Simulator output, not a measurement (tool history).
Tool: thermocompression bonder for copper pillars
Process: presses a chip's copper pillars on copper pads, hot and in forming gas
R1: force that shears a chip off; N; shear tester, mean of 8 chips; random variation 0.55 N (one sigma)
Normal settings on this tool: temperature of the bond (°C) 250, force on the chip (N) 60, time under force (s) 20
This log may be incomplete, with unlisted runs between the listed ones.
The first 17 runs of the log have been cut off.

{"run": 18, "hour": 293.5, "temperature of the bond (°C)": 250, "force on the chip (N)": 60, "time under force (s)": 10, "R1": 29.6}
{"run": 19, "hour": 310.7, "temperature of the bond (°C)": 250, "force on the chip (N)": 39, "time under force (s)": 10, "R1": 20.3}
{"hour": 329.8, "done": "forming gas filter changed"}
{"run": 20, "hour": 330.5, "temperature of the bond (°C)": 250, "force on the chip (N)": 60, "time under force (s)": 20, "R1": 39.8}
{"run": 21, "hour": 350.8, "temperature of the bond (°C)": 250, "force on the chip (N)": 60, "time under force (s)": 10, "R1": 30.4}
{"run": 22, "hour": 368.9, "temperature of the bond (°C)": 250, "force on the chip (N)": 60, "time under force (s)": 10, "R1": 31.1}
{"run": 23, "hour": 389.4, "temperature of the bond (°C)": 247, "force on the chip (N)": 52, "time under force (s)": 17, "R1": 31.5}
{"run": 24, "hour": 406.6, "temperature of the bond (°C)": 229, "force on the chip (N)": 39, "time under force (s)": 20, "R1": 18.6}
{"run": 25, "hour": 421.4, "temperature of the bond (°C)": 229, "force on the chip (N)": 39, "time under force (s)": 20, "R1": 19.2}
{"run": 26, "hour": 441.4, "temperature of the bond (°C)": 229, "force on the chip (N)": 39, "time under force (s)": 20, "R1": 19.1}
{"run": 27, "hour": 453.7, "temperature of the bond (°C)": 225, "force on the chip (N)": 48, "time under force (s)": 34, "R1": 26.7}
{"run": 28, "hour": 466.5, "temperature of the bond (°C)": 239, "force on the chip (N)": 62, "time under force (s)": 20, "R1": 33.4}
{"run": 29, "hour": 489.6, "temperature of the bond (°C)": 225, "force on the chip (N)": 86, "time under force (s)": 36, "R1": 43.2}
{"run": 30, "hour": 502.1, "temperature of the bond (°C)": 273, "force on the chip (N)": 60, "time under force (s)": 53, "R1": 68.5}
{"run": 31, "hour": 512.6, "temperature of the bond (°C)": 250, "force on the chip (N)": 60, "time under force (s)": 20, "R1": 40.7}
{"run": 32, "hour": 532.4, "temperature of the bond (°C)": 250, "force on the chip (N)": 60, "time under force (s)": 54, "R1": 55.9}
{"run": 33, "hour": 551.9, "temperature of the bond (°C)": 271, "force on the chip (N)": 49, "time under force (s)": 48, "R1": 58.8}
{"run": 34, "hour": 563.3, "temperature of the bond (°C)": 271, "force on the chip (N)": 68, "time under force (s)": 21, "R1": 57.3}
{"hour": 574.4, "done": "forming gas filter changed"}
{"run": 35, "hour": 575.8, "temperature of the bond (°C)": 271, "force on the chip (N)": 68, "time under force (s)": 21, "R1": 60.4}
{"run": 36, "hour": 585.2, "temperature of the bond (°C)": 232, "force on the chip (N)": 68, "time under force (s)": 21, "R1": 34.2}
{"run": 37, "hour": 607.6, "temperature of the bond (°C)": 232, "force on the chip (N)": 68, "time under force (s)": 21, "R1": 34.3}
{"run": 38, "hour": 625.1, "temperature of the bond (°C)": 263, "force on the chip (N)": 64, "time under force (s)": 45, "R1": 66.0}
{"run": 39, "hour": 634.8, "temperature of the bond (°C)": 228, "force on the chip (N)": 40, "time under force (s)": 20, "R1": 20.2}
{"run": 40, "hour": 647.1, "temperature of the bond (°C)": 228, "force on the chip (N)": 40, "time under force (s)": 20, "R1": 20.2}
{"run": 41, "hour": 665.7, "temperature of the bond (°C)": 228, "force on the chip (N)": 40, "time under force (s)": 20, "R1": 19.6}

What if the next run were any one of these 3? Each begins from the tool's condition after run 41:
{"run": "A", "hour": 682.6, "temperature of the bond (°C)": 250, "force on the chip (N)": 60, "time under force (s)": 14, "R1": "?"}
{"run": "B", "hour": 682.6, "temperature of the bond (°C)": 253, "force on the chip (N)": 62, "time under force (s)": 57, "R1": "?"}
{"run": "C", "hour": 682.6, "temperature of the bond (°C)": 243, "force on the chip (N)": 40, "time under force (s)": 15, "R1": "?"}

run=A R1=36.4
run=B R1=60.5
run=C R1=23.8
Without the tool's unlogged condition, the same runs would have read:
run=A R1=33.4
run=B R1=57.6
run=C R1=21.6
